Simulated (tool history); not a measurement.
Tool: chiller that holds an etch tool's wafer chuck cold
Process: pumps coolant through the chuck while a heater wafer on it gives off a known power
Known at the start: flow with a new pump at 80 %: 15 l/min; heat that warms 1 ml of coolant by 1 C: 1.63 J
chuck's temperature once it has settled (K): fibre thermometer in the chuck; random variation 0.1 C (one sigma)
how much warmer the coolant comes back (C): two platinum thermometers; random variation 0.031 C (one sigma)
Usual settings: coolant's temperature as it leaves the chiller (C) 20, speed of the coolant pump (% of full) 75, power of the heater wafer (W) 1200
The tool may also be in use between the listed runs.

run	hour	coolant's temperature as it leaves the chiller (C)	speed of the coolant pump (% of full)	power of the heater wafer (W)	chuck's temperature once it has settled (K)	how much warmer the coolant comes back (C)
1	0	20	75	1200	304.15	3.15
2	30.5	20	75	1200	304.25	3.16
3	67.2	20	75	1200	304.15	3.25
4	108.1	20	62	1200	305.95	3.95
5	148.9	20	62	1200	305.75	3.97
6	182.2	20	62	1200	305.95	3.96
7	206.8	16	75	1200	300.35	3.21
8	249.1	16	75	1200	300.35	3.19
9	291.6	16	75	1200	300.35	3.15
10	314.5	15	75	1200	299.35	3.21
11	340.9	15	75	1200	299.45	3.22
12	370.3	15	75	1200	299.45	3.24
13	410.3	20	75	1200	304.45	3.2
# hour 419.2: coolant pump overhauled
14	457.5	20	64	1200	305.85	3.8
15	487.5	29	79	1200	313.05	3.06
16	530.7	29	79	1200	313.15	3.05
# hour 557.5: coolant pump overhauled, once more
17	573.8	16	81	1058	298.85	2.58
18	606.4	16	81	880	297.15	2.13
19	636.4	16	81	880	297.35	2.1
20	672.1	11	88	1200	294.35	2.61
21	708.4	19	65	1200	304.55	3.77
22	741.5	11	75	865	292.55	2.29
23	776.1	11	75	865	292.55	2.29
24	815.5	24	78	1200	308.25	2.98
25	835	24	78	1200	308.35	3.09
26	858.8	11	70	924	293.65	2.65

Forecast run 27:
27	877.2	11	70	924	?	?

Run 27 gave chuck's temperature once it has settled (K) 293.55, how much warmer the coolant comes back (C) 2.65.
Without the tool's hidden state the same run would have given chuck's temperature once it has settled (K) 291.85, how much warmer the coolant comes back (C) 2.64.

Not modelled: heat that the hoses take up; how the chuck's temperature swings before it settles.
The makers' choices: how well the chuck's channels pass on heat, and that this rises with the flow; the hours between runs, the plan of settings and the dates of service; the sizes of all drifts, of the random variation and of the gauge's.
